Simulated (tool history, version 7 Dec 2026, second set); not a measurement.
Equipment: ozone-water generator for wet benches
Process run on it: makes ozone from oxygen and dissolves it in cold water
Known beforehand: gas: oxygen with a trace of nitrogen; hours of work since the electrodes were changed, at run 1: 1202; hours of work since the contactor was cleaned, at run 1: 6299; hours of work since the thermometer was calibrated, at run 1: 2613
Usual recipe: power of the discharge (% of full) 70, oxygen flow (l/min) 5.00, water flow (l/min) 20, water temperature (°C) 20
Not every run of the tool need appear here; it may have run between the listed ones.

run    hour  power of the discharge (% of full)  oxygen flow (l/min)  water flow (l/min)  water temperature (°C)  hours of work since the electrodes were changed  hours of work since the contactor was cleaned  hours of work since the thermometer was calibrated  dissolved ozone (ppm)  ozone in the gas ahead of the water (g/m3)
  1     0.0                                  70                 5.00                  20                      20                                             1202                                           6299                                                2613                   23.3                                       260.2
  2    28.2                                  70                 5.00                  20                      20                                             1221                                           6318                                                2632                   23.3                                       256.2
  3    68.4                                  70                 5.00                  20                      20                                             1248                                           6346                                                2659                   23.4                                       258.9
  4    92.4                                  70                 5.00                  20                      14                                             1264                                           6362                                                2676                   25.3                                       255.1
  5   147.6                                  70                 5.00                  20                      14                                             1302                                           6399                                                2713                   24.8                                       261.5
  6   193.3                                  70                 5.00                  20                      20                                             1333                                           6430                                                2744                   23.4                                       264.1
  7   243.3                                  70                 5.00                  20                      27                                             1366                                           6464                                                2778                   20.8                                       261.2
  8   281.1                                  70                 5.00                  25                      27                                             1392                                           6489                                                2803                   17.8                                       262.5
  9   305.2                                  70                 5.00                  25                      27                                             1408                                           6506                                                2819                   17.7                                       260.2
 10   351.2                                  70                 5.00                  25                      27                                             1439                                           6537                                                2851                   18.0                                       261.5
 11   395.3                                  70                 5.00                  22                      27                                             1469                                           6567                                                2880                   19.6                                       259.5
 12   450.3                                  70                 5.00                  22                      27                                             1507                                           6604                                                2918                   19.5                                       260.8
 13   494.5                                  70                 5.00                  22                      27                                             1536                                           6634                                                2948                   19.6                                       261.9
 14   526.9                                  70                 5.00                  22                      27                                             1558                                           6656                                                2970                   19.1                                       263.5
 15   559.9                                  88                 5.00                  22                      27                                             1581                                           6678                                                2992                   23.1                                       312.2
 16   601.5                                  65                 5.00                  20                      20                                             1609                                           6706                                                3020                   21.9                                       249.5
 17   633.0                                  65                 2.75                  20                      13                                             1630                                           6727                                                3041                   22.1                                       341.1
 18   661.4                                  65                 2.75                  20                      13                                             1649                                           6747                                                3060                   22.2                                       344.2
 19   710.7                                  65                 3.40                  18                      13                                             1683                                           6780                                                3094                   25.5                                       306.9
 20   757.8                                  65                 3.40                  18                      13                                             1715                                           6812                                                3126                   25.7                                       308.8
 21   785.0                                  65                 3.40                  18                      13                                             1733                                           6830                                                3144                   25.3                                       307.1
 22   817.8                                  45                 5.85                  19                      25                                             1755                                           6852                                                3166                   15.5                                       174.1
 23   864.2                                  45                 5.85                  19                      25                                             1787                                           6884                                                3198                   15.8                                       173.8
 24   892.3                                  95                 6.06                  15                      21                                             1806                                           6903                                                3217                   34.5                                       302.1
 25   933.7                                  95                 6.06                  15                      21                                             1834                                           6931                                                3245                   34.4                                       301.1
 26   974.6                                  40                 2.84                  25                      27                                             1861                                           6959                                                3272                   11.3                                       235.0
      996.2  -- gauge calibrated
 27  1015.3                                  96                 4.70                  14                      24                                             1889                                           6986                                                3300                   35.4                                       337.7

Forecast run 28:
 28  1050.1                                  70                 5.00                  26                      21                                             1912                                           7010                                                3323                      ?                                           ?

{"run 28": {"dissolved ozone (ppm)": 18.9, "ozone in the gas ahead of the water (g/m3)": 259.9}}
Minus the tool's unlogged condition, the same run would have read dissolved ozone (ppm) 18.9, ozone in the gas ahead of the water (g/m3) 259.6.
